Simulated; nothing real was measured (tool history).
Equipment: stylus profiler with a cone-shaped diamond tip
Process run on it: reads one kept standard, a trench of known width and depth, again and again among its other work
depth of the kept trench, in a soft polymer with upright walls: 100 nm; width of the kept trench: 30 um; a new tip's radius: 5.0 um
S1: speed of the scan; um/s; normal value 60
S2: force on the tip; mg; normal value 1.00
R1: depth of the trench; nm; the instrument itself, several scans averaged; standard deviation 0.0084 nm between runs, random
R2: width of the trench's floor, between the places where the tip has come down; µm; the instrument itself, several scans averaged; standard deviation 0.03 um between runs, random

run     day   S1    S2       R1     R2
  1   0.000   60  1.00  100.814  27.21
  2   0.446   60  0.73  100.634  27.12
  3   1.096   60  0.73  100.626  27.13
  4   1.988   60  0.73  100.629  27.15
  5   2.821   60  0.73  100.634  27.11
  6   3.554   60  0.73  100.642  27.08
  7   4.058   60  1.00  100.790  27.21
  8   4.554   60  1.00  100.804  27.21
  9   5.025   60  1.00  100.807  27.21
 10   5.954   60  1.00  100.785  27.22
 11   6.338   60  2.58  101.560  27.43
 12   7.212   60  1.00  100.783  27.17
 13   7.679   60  1.00  100.775  27.17
 14   8.333   60  1.00  100.799  27.15
 15   9.050   60  1.00  100.782  27.20
 16   9.933   60  1.00  100.786  27.18
 17  10.483   60  1.00  100.776  27.18
 18  10.879   60  1.00  100.780  27.19
 19  11.404   60  1.00  100.794  27.09
 20  12.071   60  1.00  100.783  27.13
 21  12.900   60  1.00  100.757  27.19
 22  13.821   60  1.00  100.760  27.09
 23  14.317   60  1.00  100.772  27.09
 24  14.825   60  1.00  100.763  27.11
 25  15.525  226  0.66  100.551  25.04
 26  16.362  157  2.49  101.489  26.68
 27  17.138   38  2.62  101.546  27.40
 28  17.733   69  1.40  100.971  27.09
 29  18.396   45  2.12  101.333  27.34
 30  19.312   46  1.93  101.228  27.36
 31  19.883   46  1.93  101.231  27.36
 32  20.538   77  2.05  101.282  27.13
 33  21.388   37  0.98  100.729  27.29
 34  22.196  120  0.49  100.418  25.98
 35  22.983  120  0.49  100.423  26.03
 36  23.571  186  1.00  100.741  25.85
 37  23.996  186  1.00  100.743  25.81
 38  24.904   26  2.69  101.575  27.48
 39  25.783   23  0.80  100.616  27.30
 40  26.650   22  0.91  100.681  27.36
 41  27.196   22  0.91  100.688  27.44
 42  27.633  227  1.39  100.963  25.77
 43  28.125  166  1.00  100.742  26.04
 44  28.779   34  1.00  100.735  27.23
 45  29.692  108  1.00  100.730  26.55
 46  30.325   55  0.78  100.594  27.03
 47  31.138   44  0.75  100.570  27.06

Selected run-to-run steps in R1, each split into two signed amounts: the part the tool would show with no hidden state at all (from settings, incoming material and random variation), and the remainder, which goes to the hidden state together with any gauge scatter not common to the measured and the hidden-state-free results:
Unlogged tool condition in this case: radius of the tip, um; height scale over the true one, %; drift of the gauge itself on depth_nm, %; drift of the gauge itself on floor_um, %.
Run 3 -> 4: settings left as they were, no log entry in between. R1 +0.003 nm: hidden state -0.003, all else +0.006.
Run 5 -> 6: settings left as they were, no log entry in between. R1 +0.008 nm: hidden state -0.003, all else +0.011.
Run 21 -> 22: settings left as they were, no log entry in between. R1 +0.003 nm: hidden state -0.003, all else +0.006.
Run 25 -> 26: S1 226 -> 157, S2 0.66 -> 2.49. R1 +0.938 nm: hidden state -0.003, all else +0.941.
Run 37 -> 38: S1 186 -> 26, S2 1.00 -> 2.69. R1 +0.832 nm: hidden state -0.003, all else +0.835.
Run 38 -> 39: S1 26 -> 23, S2 2.69 -> 0.80. R1 -0.959 nm: hidden state -0.002, all else -0.957.
